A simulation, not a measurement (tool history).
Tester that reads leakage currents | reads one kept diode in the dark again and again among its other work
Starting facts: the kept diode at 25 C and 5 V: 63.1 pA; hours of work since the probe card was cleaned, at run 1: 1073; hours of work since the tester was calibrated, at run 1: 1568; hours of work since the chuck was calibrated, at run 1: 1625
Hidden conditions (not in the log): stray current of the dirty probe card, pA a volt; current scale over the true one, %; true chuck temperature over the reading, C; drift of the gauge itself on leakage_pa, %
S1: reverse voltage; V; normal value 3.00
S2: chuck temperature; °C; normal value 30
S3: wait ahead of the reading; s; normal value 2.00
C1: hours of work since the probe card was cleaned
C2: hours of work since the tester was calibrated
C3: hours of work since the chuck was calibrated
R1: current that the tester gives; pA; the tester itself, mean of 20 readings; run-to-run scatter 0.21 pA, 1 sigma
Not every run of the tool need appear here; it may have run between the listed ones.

run	hour	S1	S2	S3	C1	C2	C3	R1
1	0.0	3.00	30	2.00	1073	1568	1625	85.75
2	41.6	3.00	30	2.00	1104	1599	1656	86.48
3	101.6	3.00	25	2.00	1148	1643	1700	60.07
4	154.7	3.00	25	2.00	1187	1682	1740	60.76
5	189.0	3.00	25	2.00	1212	1708	1765	61.01
# hour 233.5: chuck's temperature calibrated
6	242.8	3.00	25	2.00	1251	1746	7	52.73
7	283.5	3.00	30	1.48	1281	1776	37	75.93
8	329.4	3.00	24	1.48	1314	1810	71	49.75
9	388.3	3.00	24	1.48	1358	1853	114	50.05
10	423.7	3.00	20	1.48	1384	1879	140	37.93
# hour 486.6: probe card cleaned and baked
11	494.0	3.00	20	1.48	5	1929	190	32.68
12	550.3	3.00	30	2.00	47	1971	232	72.56
13	608.3	3.00	30	2.00	90	2013	274	73.21
14	647.5	3.00	30	2.00	119	2042	303	73.42
15	705.1	3.00	22	2.00	161	2085	346	39.78
16	752.1	3.00	22	2.00	196	2120	381	39.99
17	802.3	3.00	22	2.00	233	2157	418	40.32
18	836.3	3.00	22	2.00	258	2182	443	40.52
19	898.2	3.00	22	2.00	304	2227	488	41.11
20	931.8	3.00	30	2.00	329	2252	513	76.07
21	990.2	18.35	30	2.00	372	2295	556	223.28
22	1049.3	18.35	30	2.00	415	2339	600	226.21
23	1094.0	18.35	30	2.00	448	2372	633	226.49
24	1130.6	3.00	37	0.73	475	2399	660	129.97
25	1185.4	3.00	37	0.73	516	2439	700	130.21
26	1222.8	2.65	37	0.78	543	2467	728	122.28
27	1284.9	2.65	27	0.73	589	2513	774	58.90
28	1356.5	2.65	27	0.73	642	2566	827	59.52
29	1425.4	4.76	23	0.73	693	2616	877	63.40
30	1472.7	3.00	30	3.79	728	2651	912	80.92
31	1541.5	3.00	30	3.79	779	2702	963	80.65
32	1608.8	10.12	50	8.43	828	2752	1013	678.95

Run 33 is up next; what results do you expect?
33	1650.8	16.81	50	1.48	859	2783	1044	?

Run 33 gave R1 914.90 pA.
With the hidden condition absent and the run-to-run variation left alone, this run would have shown R1 799.91 pA.
